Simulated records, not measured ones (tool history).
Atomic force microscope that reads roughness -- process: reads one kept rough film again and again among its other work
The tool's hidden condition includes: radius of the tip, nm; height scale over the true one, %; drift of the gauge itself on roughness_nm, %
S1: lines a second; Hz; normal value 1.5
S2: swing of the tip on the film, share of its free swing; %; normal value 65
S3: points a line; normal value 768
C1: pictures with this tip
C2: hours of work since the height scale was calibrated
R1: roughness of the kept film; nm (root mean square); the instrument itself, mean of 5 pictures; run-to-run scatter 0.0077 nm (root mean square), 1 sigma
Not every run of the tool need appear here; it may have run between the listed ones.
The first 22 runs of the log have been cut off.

run	hour	S1	S2	S3	C1	C2	R1
# hour 764.9: new tip fitted
23	770.5	1.5	65	321	7	1178	1.581
24	809.3	1.5	65	321	57	1201	1.42
25	853	1.5	65	321	114	1228	1.299
26	879.1	2.67	68	751	148	1243	1.172
27	902.5	2.67	68	751	178	1258	1.123
# hour 920.8: new tip fitted
28	939.4	2.67	81	510	24	1279	1.258
29	979.9	0.88	85	324	76	1304	1.31
30	1020.1	0.88	72	454	129	1328	1.279
31	1064.2	0.58	58	570	186	1355	1.209
# hour 1074.6: new tip fitted
32	1093.6	0.58	58	570	24	1372	1.622
33	1130.7	1.03	80	678	72	1395	1.392
34	1152.9	2.77	65	881	101	1408	1.295
35	1195.4	1.18	90	881	156	1434	1.101
# hour 1228.9: new tip fitted
36	1228.9	1.32	65	857	0	1454	1.627
37	1269.4	3.77	65	759	52	1478	1.312
38	1314.9	3.77	65	759	111	1506	1.195
39	1337.9	1.18	65	309	141	1520	1.229
# hour 1383.6: new tip fitted
40	1384.1	1.18	65	309	1	1547	1.608
41	1405.2	2.25	81	986	28	1560	1.314
42	1447.6	1.01	57	418	83	1586	1.451
43	1476.2	0.92	88	938	120	1603	1.227
44	1517.7	0.92	86	938	174	1628	1.151
# hour 1539.1: new tip fitted
45	1543	0.92	86	938	5	1643	1.534

Alternative continuations, all from the tool just after run 45; predict every row:
A	1583.2	0.92	86	756	57	1667	?
B	1583.2	1.5	59	648	57	1667	?
C	1583.2	1.22	70	767	57	1667	?

run	R1
A	1.383
B	1.482
C	1.453
Without the tool's hidden state the same runs would have given:
run	R1
A	1.545
B	1.655
C	1.622
